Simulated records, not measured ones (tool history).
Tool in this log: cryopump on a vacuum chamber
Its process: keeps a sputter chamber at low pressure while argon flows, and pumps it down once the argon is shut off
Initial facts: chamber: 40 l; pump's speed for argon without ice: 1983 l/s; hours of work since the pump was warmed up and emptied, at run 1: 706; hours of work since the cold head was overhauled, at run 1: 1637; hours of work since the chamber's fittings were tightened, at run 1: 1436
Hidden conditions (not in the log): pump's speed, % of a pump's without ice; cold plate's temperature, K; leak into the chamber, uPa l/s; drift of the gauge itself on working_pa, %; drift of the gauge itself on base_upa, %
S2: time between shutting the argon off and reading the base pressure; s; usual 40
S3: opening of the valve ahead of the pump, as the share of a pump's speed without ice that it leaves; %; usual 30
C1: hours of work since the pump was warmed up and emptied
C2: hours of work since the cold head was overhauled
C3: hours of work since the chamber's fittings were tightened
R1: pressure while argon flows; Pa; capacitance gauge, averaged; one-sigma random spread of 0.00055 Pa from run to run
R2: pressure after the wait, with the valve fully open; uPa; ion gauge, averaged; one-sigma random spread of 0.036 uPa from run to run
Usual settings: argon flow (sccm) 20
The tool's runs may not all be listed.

{"run": 1, "hour": 0.0, "argon flow (sccm)": 20, "S2": 40, "S3": 30, "C1": 706, "C2": 1637, "C3": 1436, "R1": 0.0627, "R2": 2.89}
{"run": 2, "hour": 59.7, "argon flow (sccm)": 20, "S2": 40, "S3": 30, "C1": 753, "C2": 1685, "C3": 1483, "R1": 0.0617, "R2": 2.92}
{"run": 3, "hour": 107.4, "argon flow (sccm)": 19, "S2": 40, "S3": 30, "C1": 791, "C2": 1723, "C3": 1521, "R1": 0.059, "R2": 2.99}
{"run": 4, "hour": 165.3, "argon flow (sccm)": 19, "S2": 40, "S3": 30, "C1": 837, "C2": 1768, "C3": 1567, "R1": 0.059, "R2": 2.98}
{"hour": 221.8, "done": "pump warmed up, emptied and cooled again"}
{"run": 5, "hour": 251.1, "argon flow (sccm)": 19, "S2": 40, "S3": 30, "C1": 23, "C2": 1832, "C3": 1631, "R1": 0.0544, "R2": 2.72}
{"run": 6, "hour": 286.1, "argon flow (sccm)": 19, "S2": 40, "S3": 30, "C1": 51, "C2": 1860, "C3": 1659, "R1": 0.0544, "R2": 2.78}
{"run": 7, "hour": 365.1, "argon flow (sccm)": 20, "S2": 40, "S3": 30, "C1": 114, "C2": 1923, "C3": 1722, "R1": 0.0586, "R2": 2.81}
{"run": 8, "hour": 427.2, "argon flow (sccm)": 20, "S2": 282, "S3": 30, "C1": 163, "C2": 1972, "C3": 1771, "R1": 0.0581, "R2": 1.35}
{"run": 9, "hour": 474.4, "argon flow (sccm)": 20, "S2": 282, "S3": 30, "C1": 200, "C2": 2009, "C3": 1808, "R1": 0.0588, "R2": 1.4}
{"run": 10, "hour": 535.9, "argon flow (sccm)": 20, "S2": 282, "S3": 30, "C1": 249, "C2": 2058, "C3": 1857, "R1": 0.0591, "R2": 1.33}
{"run": 11, "hour": 613.2, "argon flow (sccm)": 20, "S2": 282, "S3": 30, "C1": 310, "C2": 2119, "C3": 1918, "R1": 0.0588, "R2": 1.38}
{"run": 12, "hour": 668.5, "argon flow (sccm)": 20, "S2": 40, "S3": 30, "C1": 354, "C2": 2163, "C3": 1962, "R1": 0.0588, "R2": 3.04}
{"run": 13, "hour": 715.4, "argon flow (sccm)": 20, "S2": 40, "S3": 30, "C1": 391, "C2": 2200, "C3": 1999, "R1": 0.0602, "R2": 3.06}
{"run": 14, "hour": 780.1, "argon flow (sccm)": 20, "S2": 40, "S3": 30, "C1": 443, "C2": 2252, "C3": 2050, "R1": 0.0599, "R2": 3.06}
{"run": 15, "hour": 846.6, "argon flow (sccm)": 28, "S2": 40, "S3": 30, "C1": 495, "C2": 2304, "C3": 2103, "R1": 0.0845, "R2": 3.14}
{"run": 16, "hour": 890.5, "argon flow (sccm)": 12, "S2": 40, "S3": 30, "C1": 530, "C2": 2339, "C3": 2138, "R1": 0.0367, "R2": 3.2}
{"run": 17, "hour": 929.1, "argon flow (sccm)": 12, "S2": 40, "S3": 30, "C1": 561, "C2": 2370, "C3": 2169, "R1": 0.0362, "R2": 3.24}
{"run": 18, "hour": 964.9, "argon flow (sccm)": 15, "S2": 67, "S3": 18, "C1": 589, "C2": 2398, "C3": 2197, "R1": 0.0735, "R2": 2.59}
{"run": 19, "hour": 1043.1, "argon flow (sccm)": 22, "S2": 40, "S3": 16, "C1": 651, "C2": 2460, "C3": 2259, "R1": 0.1222, "R2": 3.37}
{"run": 20, "hour": 1117.5, "argon flow (sccm)": 22, "S2": 119, "S3": 39, "C1": 710, "C2": 2519, "C3": 2318, "R1": 0.0533, "R2": 2.22}
{"run": 21, "hour": 1188.6, "argon flow (sccm)": 22, "S2": 119, "S3": 39, "C1": 766, "C2": 2576, "C3": 2374, "R1": 0.0536, "R2": 2.26}
{"run": 22, "hour": 1222.8, "argon flow (sccm)": 11, "S2": 56, "S3": 41, "C1": 793, "C2": 2603, "C3": 2401, "R1": 0.0259, "R2": 2.98}
{"run": 23, "hour": 1273.3, "argon flow (sccm)": 16, "S2": 61, "S3": 36, "C1": 833, "C2": 2643, "C3": 2441, "R1": 0.0434, "R2": 2.96}
{"run": 24, "hour": 1313.7, "argon flow (sccm)": 14, "S2": 26, "S3": 24, "C1": 866, "C2": 2675, "C3": 2473, "R1": 0.0542, "R2": 4.51}
{"hour": 1332.3, "done": "pump warmed up, emptied and cooled again"}
{"run": 25, "hour": 1353.7, "argon flow (sccm)": 27, "S2": 40, "S3": 24, "C1": 17, "C2": 2702, "C3": 2501, "R1": 0.0968, "R2": 3.29}
{"run": 26, "hour": 1435.4, "argon flow (sccm)": 27, "S2": 40, "S3": 24, "C1": 82, "C2": 2767, "C3": 2566, "R1": 0.0977, "R2": 3.34}
{"run": 27, "hour": 1499.5, "argon flow (sccm)": 27, "S2": 40, "S3": 24, "C1": 133, "C2": 2818, "C3": 2617, "R1": 0.0979, "R2": 3.36}
{"run": 28, "hour": 1573.0, "argon flow (sccm)": 27, "S2": 108, "S3": 39, "C1": 191, "C2": 2876, "C3": 2675, "R1": 0.0619, "R2": 2.2}
{"run": 29, "hour": 1606.1, "argon flow (sccm)": 27, "S2": 108, "S3": 39, "C1": 217, "C2": 2903, "C3": 2701, "R1": 0.062, "R2": 2.22}
{"run": 30, "hour": 1683.4, "argon flow (sccm)": 20, "S2": 21, "S3": 49, "C1": 278, "C2": 2964, "C3": 2763, "R1": 0.0382, "R2": 5.09}
{"run": 31, "hour": 1737.0, "argon flow (sccm)": 11, "S2": 21, "S3": 49, "C1": 321, "C2": 3006, "C3": 2805, "R1": 0.0206, "R2": 5.16}
{"run": 32, "hour": 1812.2, "argon flow (sccm)": 12, "S2": 173, "S3": 30, "C1": 380, "C2": 3066, "C3": 2865, "R1": 0.0366, "R2": 2.19}
{"run": 33, "hour": 1875.5, "argon flow (sccm)": 20, "S2": 40, "S3": 39, "C1": 431, "C2": 3116, "C3": 2915, "R1": 0.0468, "R2": 3.71}
{"run": 34, "hour": 1916.4, "argon flow (sccm)": 20, "S2": 85, "S3": 27, "C1": 463, "C2": 3148, "C3": 2947, "R1": 0.0659, "R2": 2.74}

Hidden condition of the tool, last listed run before each entry between runs versus first listed run after:
In the gap between runs 4 and 5: pump warmed up, emptied and cooled again (hour 221.8)
  pump's speed, % of a pump's without ice: 78 -> 99.3; cold plate's temperature, K: 14.05 -> 14.11; leak into the chamber, uPa l/s: 1755 -> 1812
  measured minus no-state result, R1: +0.0054 -> +0.0008 Pa; R2: +1.03 -> +0.8 uPa
In the gap between runs 24 and 25: pump warmed up, emptied and cooled again (hour 1332.3)
  pump's speed, % of a pump's without ice: 79.3 -> 99.4; cold plate's temperature, K: 14.92 -> 14.95; leak into the chamber, uPa l/s: 2573 -> 2599
  measured minus no-state result, R1: +0.004 -> +0.0016 Pa; R2: +1.59 -> +1.27 uPa
